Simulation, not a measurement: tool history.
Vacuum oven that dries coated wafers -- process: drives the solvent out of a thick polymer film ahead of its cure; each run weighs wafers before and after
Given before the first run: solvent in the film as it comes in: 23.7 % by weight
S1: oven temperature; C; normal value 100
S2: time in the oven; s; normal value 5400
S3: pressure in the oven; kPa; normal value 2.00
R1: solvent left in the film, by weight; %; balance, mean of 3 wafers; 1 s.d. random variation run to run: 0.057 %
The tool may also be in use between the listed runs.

Run 1, hour 0.0: usual settings. Result: R1 2.68 %.
Run 2, hour 20.6: usual settings. Result: R1 2.72 %.
Run 3, hour 36.0: usual settings. Result: R1 2.75 %.
Run 4, hour 57.7: usual settings. Result: R1 2.83 %.
Run 5, hour 75.4: usual settings. Result: R1 2.80 %.
Run 6, hour 93.3: usual settings. Result: R1 2.82 %.
Run 7, hour 106.8: usual settings but S2 5160 s. Result: R1 2.88 %.
Run 8, hour 132.2: usual settings but S2 4020 s. Result: R1 3.77 %.
Run 9, hour 146.7: usual settings but S2 4020 s. Result: R1 3.77 %.
Run 10, hour 162.6: usual settings but S2 4020 s, S3 4.48 kPa. Result: R1 5.87 %.
Run 11, hour 178.1: usual settings. Result: R1 2.83 %.
Run 12, hour 198.1: usual settings. Result: R1 2.79 %.
Run 13, hour 209.1: usual settings. Result: R1 2.83 %.
Run 14, hour 227.0: usual settings. Result: R1 2.80 %.
Run 15, hour 252.6: usual settings. Result: R1 2.79 %.
Run 16, hour 275.0: usual settings. Result: R1 2.58 %.
Run 17, hour 298.0: usual settings. Result: R1 2.76 %.
Run 18, hour 316.7: usual settings. Result: R1 2.77 %.
Run 19, hour 334.5: usual settings but S2 3060 s. Result: R1 5.07 %.
Run 20, hour 354.8: usual settings but S2 3060 s. Result: R1 5.12 %.
Run 21, hour 378.2: usual settings. Result: R1 2.87 %.
Run 22, hour 394.9: usual settings. Result: R1 2.74 %.
Run 23, hour 406.5: usual settings but S1 107 C. Result: R1 1.73 %.
Run 24, hour 419.3: usual settings but S1 93 C, S2 5460 s. Result: R1 4.33 %.
Run 25, hour 441.9: usual settings but S1 93 C, S2 5460 s. Result: R1 4.17 %.
Run 26, hour 454.2: usual settings but S1 93 C, S2 5460 s. Result: R1 4.28 %.
Run 27, hour 471.0: usual settings but S1 98 C. Result: R1 3.21 %.
Run 28, hour 493.5: usual settings but S1 103 C, S2 2760 s, S3 1.44 kPa. Result: R1 4.56 %.
Run 29, hour 510.2: usual settings but S1 105 C, S2 8640 s, S3 5.31 kPa. Result: R1 4.02 %.
Run 30, hour 533.2: usual settings but S1 114 C, S2 4920 s, S3 1.04 kPa. Result: R1 0.69 %.
Run 31, hour 549.3: usual settings but S1 87 C, S2 3060 s, S3 2.01 kPa. Result: R1 9.53 %.
Run 32, hour 570.4: usual settings but S1 99 C, S2 3780 s, S3 3.43 kPa. Result: R1 5.49 %.
Run 33, hour 594.3: usual settings but S1 99 C, S2 3780 s, S3 3.43 kPa. Result: R1 5.54 %.
Run 34, hour 618.7: usual settings but S1 107 C, S2 6600 s. Result: R1 1.53 %.
Run 35, hour 629.2: usual settings but S1 107 C, S2 6600 s. Result: R1 1.55 %.
Run 36, hour 641.0: usual settings but S1 97 C, S2 6600 s. Result: R1 2.75 %.
Run 37, hour 663.7: usual settings but S1 95 C, S3 1.42 kPa. Result: R1 3.18 %.
Run 38, hour 677.3: usual settings but S1 95 C, S2 6660 s, S3 6.58 kPa. Result: R1 8.08 %.
Run 39, hour 693.2: usual settings but S1 95 C, S2 6660 s, S3 5.17 kPa. Result: R1 6.47 %.
Run 40, hour 718.4: usual settings but S1 95 C, S2 6360 s, S3 5.17 kPa. Result: R1 6.61 %.
Run 41, hour 738.7: usual settings but S1 103 C. Result: R1 2.26 %.
Run 42, hour 759.3: usual settings but S1 103 C. Result: R1 2.26 %.
Run 43, hour 773.5: usual settings but S1 103 C. Result: R1 2.31 %.
Run 44, hour 783.8: usual settings but S1 97 C, S2 3240 s, S3 3.93 kPa. Result: R1 7.28 %.
Run 45, hour 803.4: usual settings but S1 107 C, S2 9420 s, S3 1.42 kPa. Result: R1 0.99 %.
Run 46, hour 824.9: usual settings but S1 107 C, S2 9420 s, S3 1.42 kPa. Result: R1 1.02 %.

Predict each of these 4 candidate next runs independently; none follows another, all start after run 46:
Run A, hour 846.0: usual settings but S1 112 C, S2 8880 s, S3 1.19 kPa. Result: R1 ?.
Run B, hour 846.0: usual settings but S2 7620 s. Result: R1 ?.
Run C, hour 846.0: usual settings but S1 110 C, S2 9420 s, S3 1.42 kPa. Result: R1 ?.
Run D, hour 846.0: usual settings but S1 103 C, S2 5820 s, S3 1.56 kPa. Result: R1 ?.

run    R1
  A  0.75
  B  2.07
  C  0.88
  D  1.88
Take away the tool's hidden state, keep each run's random variation, and the runs would have read:
run    R1
  A  0.74
  B  2.05
  C  0.88
  D  1.86
